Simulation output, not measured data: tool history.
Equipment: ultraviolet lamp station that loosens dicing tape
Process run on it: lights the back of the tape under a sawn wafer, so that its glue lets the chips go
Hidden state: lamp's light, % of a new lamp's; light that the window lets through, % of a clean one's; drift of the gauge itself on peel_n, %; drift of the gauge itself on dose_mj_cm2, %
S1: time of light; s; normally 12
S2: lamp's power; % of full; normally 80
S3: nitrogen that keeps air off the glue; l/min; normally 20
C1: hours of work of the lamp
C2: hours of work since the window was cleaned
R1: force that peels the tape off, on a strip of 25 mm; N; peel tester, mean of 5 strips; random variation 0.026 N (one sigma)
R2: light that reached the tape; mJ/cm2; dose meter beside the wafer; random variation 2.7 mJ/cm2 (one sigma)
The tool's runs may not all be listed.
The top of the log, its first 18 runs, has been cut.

run	hour	S1	S2	S3	C1	C2	R1	R2
# hour 1140.3: window cleaned of glue's vapour
19	1160.6	12	95	20	247	14	1.087	373
20	1213.4	12	95	20	283	49	1.175	365
21	1308.3	12	95	20	346	113	1.336	344
22	1384.9	22	72	24	398	164	0.662	459
23	1434.3	22	72	24	431	197	0.754	448
24	1475.3	12	83	20	458	225	1.951	268
25	1538.3	8	80	8	501	267	4.322	171
26	1606.6	14	98	22	546	313	1.271	348
# hour 1615.1: window cleaned of glue's vapour
27	1693.5	14	98	22	604	53	0.997	388
28	1772.4	14	98	22	657	106	1.169	372
29	1841.5	14	74	38	704	152	1.762	268
30	1900.7	12	60	27	744	192	3.295	179
31	1960.4	12	60	27	784	232	3.394	170
32	2051.4	7	88	10	845	293	5.014	142
# hour 2089: window cleaned of glue's vapour
33	2100.7	11	94	20	877	8	2.002	271
34	2192.5	12	80	20	939	69	2.524	236
# hour 2206.9: lamp changed
35	2249.5	12	80	20	29	107	1.423	326
36	2336.1	18	67	9	87	165	1.36	396
37	2380.3	11	80	18	116	195	1.906	285
38	2460.4	11	80	18	170	249	2.111	270

Predict each of these 5 candidate next runs independently; none follows another, all start after run 38:
A	2546.8	22	60	20	228	307	?	?
B	2546.8	11	75	18	228	307	?	?
C	2546.8	16	80	8	228	307	?	?
D	2546.8	7	80	15	228	307	?	?
E	2546.8	12	80	31	228	307	?	?

run	R1	R2
A	1.047	384
B	2.437	237
C	1.591	371
D	4.057	166
E	1.729	282
Had the tool no hidden state, the same runs would have come out as:
run	R1	R2
A	0.654	481
B	1.711	298
C	1.036	465
D	3.18	207
E	1.133	353

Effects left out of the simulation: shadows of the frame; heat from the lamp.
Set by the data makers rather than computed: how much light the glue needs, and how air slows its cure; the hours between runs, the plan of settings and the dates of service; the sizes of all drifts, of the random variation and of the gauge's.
